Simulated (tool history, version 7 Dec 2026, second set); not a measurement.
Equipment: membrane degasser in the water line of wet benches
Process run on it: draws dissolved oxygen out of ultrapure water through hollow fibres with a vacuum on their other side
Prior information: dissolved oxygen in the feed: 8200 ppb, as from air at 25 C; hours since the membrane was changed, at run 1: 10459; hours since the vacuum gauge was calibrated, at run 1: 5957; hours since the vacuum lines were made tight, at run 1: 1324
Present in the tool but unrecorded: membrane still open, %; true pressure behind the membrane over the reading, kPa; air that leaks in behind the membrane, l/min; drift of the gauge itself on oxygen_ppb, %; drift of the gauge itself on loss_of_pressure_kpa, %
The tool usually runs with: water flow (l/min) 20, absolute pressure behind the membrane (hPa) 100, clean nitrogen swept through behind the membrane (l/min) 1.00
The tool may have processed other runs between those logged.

run    hour  water flow (l/min)  absolute pressure behind the membrane (hPa)  clean nitrogen swept through behind the membrane (l/min)  hours since the membrane was changed  hours since the vacuum gauge was calibrated  hours since the vacuum lines were made tight  dissolved oxygen in the water behind the degasser (ppb)  pressure that the water loses in the fibres (hPa)
  1     0.0                  20                                          100                                                      1.00                                 10459                                         5957                                          1324                                                    505.0                                              572.6
  2   186.5                  20                                          100                                                      1.00                                 10646                                         6144                                          1511                                                    511.2                                              569.9
  3   482.1                  20                                          100                                                      1.00                                 10942                                         6439                                          1807                                                    514.4                                              572.6
  4   826.2                  20                                          171                                                      1.00                                 11286                                         6783                                          2151                                                    795.0                                              574.9
  5  1008.6                  20                                          171                                                      1.00                                 11468                                         6966                                          2333                                                    800.0                                              569.9
  6  1235.4                  20                                          171                                                      1.00                                 11695                                         7192                                          2560                                                    774.7                                              568.5
  7  1384.0                  20                                          100                                                      1.00                                 11843                                         7341                                          2708                                                    510.8                                              570.9
  8  1543.8                  20                                          101                                                      1.00                                 12003                                         7501                                          2868                                                    508.0                                              568.1
     1701.8  -- membrane cartridge changed
  9  1728.9                  20                                          128                                                      1.00                                    27                                         7682                                          3049                                                    602.6                                              569.7
 10  2015.0                  20                                          100                                                      1.00                                   313                                         7968                                          3335                                                    515.0                                              567.2
     2143.1  -- vacuum gauge calibrated
 11  2294.2                  20                                          110                                                      1.05                                   592                                          151                                          3614                                                    532.6                                              571.3
 12  2564.3                  12                                          100                                                      2.93                                   862                                          421                                          3884                                                     98.0                                              340.2
 13  2835.9                  12                                          100                                                      2.93                                  1134                                          693                                          4156                                                     99.0                                              340.8
 14  2978.8                  29                                          193                                                      2.11                                  1277                                          836                                          4299                                                   1018.3                                              819.2
 15  3257.5                  30                                          166                                                      0.46                                  1555                                         1114                                          4577                                                   1825.2                                              849.5
 16  3553.1                  21                                          135                                                      0.55                                  1851                                         1410                                          4873                                                    958.4                                              592.9
 17  3754.5                  25                                          173                                                      0.73                                  2052                                         1611                                          5074                                                   1257.3                                              703.8
 18  3990.0                  25                                           84                                                      0.73                                  2288                                         1847                                          5310                                                    747.2                                              705.3
 19  4233.4                  25                                           84                                                      0.73                                  2531                                         2090                                          5553                                                    755.2                                              707.7

For each run, the measured value with the value that run would have given without the tool's hidden condition subtracted. The run-to-run variation is shared by both, the gauge scatter possibly not:
run  pressure that the water loses in the fibres (hPa)
  1                                               +1.1
  2                                               +0.9
  3                                               +0.5
  4                                               +0.1
  5                                               -0.1
  6                                               -0.4
  7                                               -0.6
  8                                               -0.8
  9                                               -2.4
 10                                               -2.7
 11                                               -3.0
 12                                               -2.0
 13                                               -2.2
 14                                               -5.5
 15                                               -6.3
 16                                               -4.8
 17                                               -6.0
 18                                               -6.3
 19                                               -6.8
dissolved oxygen in the water behind the degasser (ppb) without the hidden state stays within 2.3 of what was measured, in all runs.

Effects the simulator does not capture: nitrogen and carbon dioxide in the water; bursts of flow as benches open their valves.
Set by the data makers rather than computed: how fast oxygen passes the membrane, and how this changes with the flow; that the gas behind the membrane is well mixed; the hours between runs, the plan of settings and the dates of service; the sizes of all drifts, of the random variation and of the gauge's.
